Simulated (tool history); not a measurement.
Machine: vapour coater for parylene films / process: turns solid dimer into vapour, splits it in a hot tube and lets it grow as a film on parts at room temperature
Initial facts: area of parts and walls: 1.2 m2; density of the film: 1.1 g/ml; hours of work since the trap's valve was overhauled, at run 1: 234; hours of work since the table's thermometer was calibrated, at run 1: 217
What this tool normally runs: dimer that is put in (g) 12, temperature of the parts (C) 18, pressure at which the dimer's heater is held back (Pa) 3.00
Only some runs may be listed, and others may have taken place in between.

| run | hour | dimer that is put in (g) | temperature of the parts (C) | pressure at which the dimer's heater is held back (Pa) | hours of work since the trap's valve was overhauled | hours of work since the table's thermometer was calibrated | thickness of the film (µm) |
|---|---|---|---|---|---|---|---|
| 1 | 0.0 | 12 | 18 | 3.00 | 234 | 217 | 4.13 |
| 2 | 18.5 | 12 | 18 | 3.00 | 243 | 227 | 4.15 |
| 3 | 39.9 | 12 | 18 | 3.00 | 254 | 237 | 4.16 |
| 4 | 56.7 | 12 | 18 | 3.00 | 263 | 246 | 4.11 |
| 5 | 67.4 | 12 | 18 | 3.00 | 268 | 251 | 4.12 |
| 6 | 86.1 | 21 | 18 | 3.00 | 278 | 261 | 7.20 |
| 7 | 107.9 | 12 | 18 | 4.24 | 289 | 272 | 3.99 |
| 8 | 123.2 | 12 | 18 | 2.85 | 296 | 280 | 4.11 |
| 9 | 133.6 | 12 | 23 | 6.43 | 302 | 285 | 3.27 |
| 10 | 155.5 | 20 | 22 | 6.43 | 313 | 296 | 5.57 |
| 11 | 172.5 | 20 | 22 | 6.43 | 321 | 305 | 5.61 |
| 12 | 184.4 | 20 | 22 | 6.43 | 327 | 311 | 5.61 |
| 13 | 207.3 | 20 | 22 | 6.43 | 339 | 322 | 5.58 |
| 14 | 224.5 | 20 | 22 | 6.43 | 348 | 331 | 5.57 |
| 15 | 248.9 | 6 | 30 | 7.73 | 360 | 343 | 1.29 |

For some of the steps in thickness of the film (µm) from one run to the next: how much would appear even if the tool had no hidden state, given the settings, what came in and random variation, and how much remains for the hidden state plus any gauge scatter that the measured result and the result without hidden state don't share?
The tool's hidden condition here consists of: vapour lost through the trap's worn valve, %; true temperature of the parts over the reading, C; drift of the gauge itself on film_um, %.
Run 14 -> 15: dimer that is put in (g) 20 -> 6, temperature of the parts (C) 22 -> 30, pressure at which the dimer's heater is held back (Pa) 6.43 -> 7.73. thickness of the film (µm) -4.28: hidden state +0.28, all else -4.56.
